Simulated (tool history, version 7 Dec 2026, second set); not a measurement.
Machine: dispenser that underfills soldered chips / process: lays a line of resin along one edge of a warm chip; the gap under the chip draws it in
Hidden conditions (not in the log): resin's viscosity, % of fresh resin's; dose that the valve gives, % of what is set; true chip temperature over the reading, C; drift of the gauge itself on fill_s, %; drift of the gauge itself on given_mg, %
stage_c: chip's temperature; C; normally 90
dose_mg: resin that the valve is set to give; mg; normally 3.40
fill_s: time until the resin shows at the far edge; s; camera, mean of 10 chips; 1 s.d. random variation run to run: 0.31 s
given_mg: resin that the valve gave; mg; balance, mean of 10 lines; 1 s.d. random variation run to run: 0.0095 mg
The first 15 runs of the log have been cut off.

run	day	stage_c	dose_mg	hours of work since the syringe was changed	hours of work since the valve was cleaned	hours of work since the stage was calibrated	fill_s	given_mg
16	5.125	90	3.55	9	44	241	17.2	3.483
# day 5.196: new syringe of resin
17	5.454	90	3.55	4	49	246	12.0	3.483
18	5.733	90	3.23	9	54	251	17.4	3.152
# day 5.783: new syringe of resin
19	6.138	92	2.99	6	60	258	13.1	2.933
# day 6.371: new syringe of resin
20	6.504	91	4.20	2	66	263	10.0	4.070
21	6.808	88	3.40	7	71	268	16.1	3.301
# day 6.971: new syringe of resin
22	7.088	88	3.40	2	76	273	11.1	3.314
23	7.375	88	3.40	7	80	278	15.4	3.307
# day 7.562: new syringe of resin
24	7.608	77	3.57	1	84	281	14.6	3.453
25	8.033	78	4.39	8	91	288	23.3	4.236
# day 8.154: new syringe of resin
26	8.358	75	3.41	3	96	294	19.1	3.284
27	8.546	104	3.92	6	99	297	8.4	3.772
# day 8.762: new syringe of resin
# day 8.896: dispensing valve cleaned and set on the balance
28	8.904	97	4.35	2	0	302	7.8	4.367
29	9.138	88	4.27	5	4	305	13.2	4.281
30	9.317	88	4.27	9	7	308	16.8	4.291

Predict the results of run 31:
# day 9.383: new syringe of resin
31	9.583	100	3.22	3	11	313	?	?

Run 31 yielded fill_s 7.6 s, given_mg 3.214 mg.
Minus the tool's unlogged condition, the same run would have read fill_s 6.3 s, given_mg 3.215 mg.
